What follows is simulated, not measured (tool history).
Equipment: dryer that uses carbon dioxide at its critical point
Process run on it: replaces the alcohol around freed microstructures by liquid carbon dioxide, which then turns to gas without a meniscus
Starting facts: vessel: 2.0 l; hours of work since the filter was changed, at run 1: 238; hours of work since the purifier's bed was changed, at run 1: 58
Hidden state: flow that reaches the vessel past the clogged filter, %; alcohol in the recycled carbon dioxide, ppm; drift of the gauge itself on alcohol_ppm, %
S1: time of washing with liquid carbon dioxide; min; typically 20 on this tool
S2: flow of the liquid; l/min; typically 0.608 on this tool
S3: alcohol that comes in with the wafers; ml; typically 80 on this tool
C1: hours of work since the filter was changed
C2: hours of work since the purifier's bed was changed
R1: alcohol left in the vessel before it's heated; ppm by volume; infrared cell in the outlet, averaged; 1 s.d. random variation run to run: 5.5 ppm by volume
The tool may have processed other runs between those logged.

{"run": 1, "hour": 0.0, "S1": 20, "S2": 0.608, "S3": 80, "C1": 238, "C2": 58, "R1": 341}
{"hour": 11.9, "done": "inlet filter changed"}
{"run": 2, "hour": 13.3, "S1": 20, "S2": 0.608, "S3": 80, "C1": 0, "C2": 62, "R1": 159}
{"run": 3, "hour": 22.0, "S1": 20, "S2": 0.608, "S3": 115, "C1": 3, "C2": 65, "R1": 227}
{"run": 4, "hour": 34.5, "S1": 20, "S2": 0.489, "S3": 115, "C1": 8, "C2": 69, "R1": 658}
{"run": 5, "hour": 45.8, "S1": 20, "S2": 0.489, "S3": 115, "C1": 12, "C2": 73, "R1": 689}
{"run": 6, "hour": 52.1, "S1": 20, "S2": 0.608, "S3": 30, "C1": 14, "C2": 75, "R1": 75}
{"run": 7, "hour": 60.1, "S1": 16, "S2": 0.775, "S3": 94, "C1": 17, "C2": 78, "R1": 184}
{"run": 8, "hour": 69.9, "S1": 16, "S2": 0.775, "S3": 94, "C1": 20, "C2": 82, "R1": 197}
{"run": 9, "hour": 79.1, "S1": 20, "S2": 0.608, "S3": 24, "C1": 23, "C2": 85, "R1": 53}
{"run": 10, "hour": 87.4, "S1": 20, "S2": 0.608, "S3": 24, "C1": 26, "C2": 88, "R1": 54}
{"run": 11, "hour": 93.7, "S1": 15, "S2": 0.608, "S3": 24, "C1": 28, "C2": 90, "R1": 209}
{"run": 12, "hour": 104.8, "S1": 15, "S2": 0.608, "S3": 24, "C1": 32, "C2": 94, "R1": 211}

Below are 4 alternative next runs, each starting from the tool's condition after run 12. Predict each:
{"run": "A", "hour": 119.2, "S1": 20, "S2": 0.662, "S3": 80, "C1": 37, "C2": 99, "R1": "?"}
{"run": "B", "hour": 119.2, "S1": 15, "S2": 0.955, "S3": 94, "C1": 37, "C2": 99, "R1": "?"}
{"run": "C", "hour": 119.2, "S1": 19, "S2": 0.394, "S3": 34, "C1": 37, "C2": 99, "R1": "?"}
{"run": "D", "hour": 119.2, "S1": 20, "S2": 0.443, "S3": 40, "C1": 37, "C2": 99, "R1": "?"}

run=A R1=112
run=B R1=94
run=C R1=587
run=D R1=384
With no hidden state in the tool, these same runs would have given:
run=A R1=95
run=B R1=80
run=C R1=541
run=D R1=347
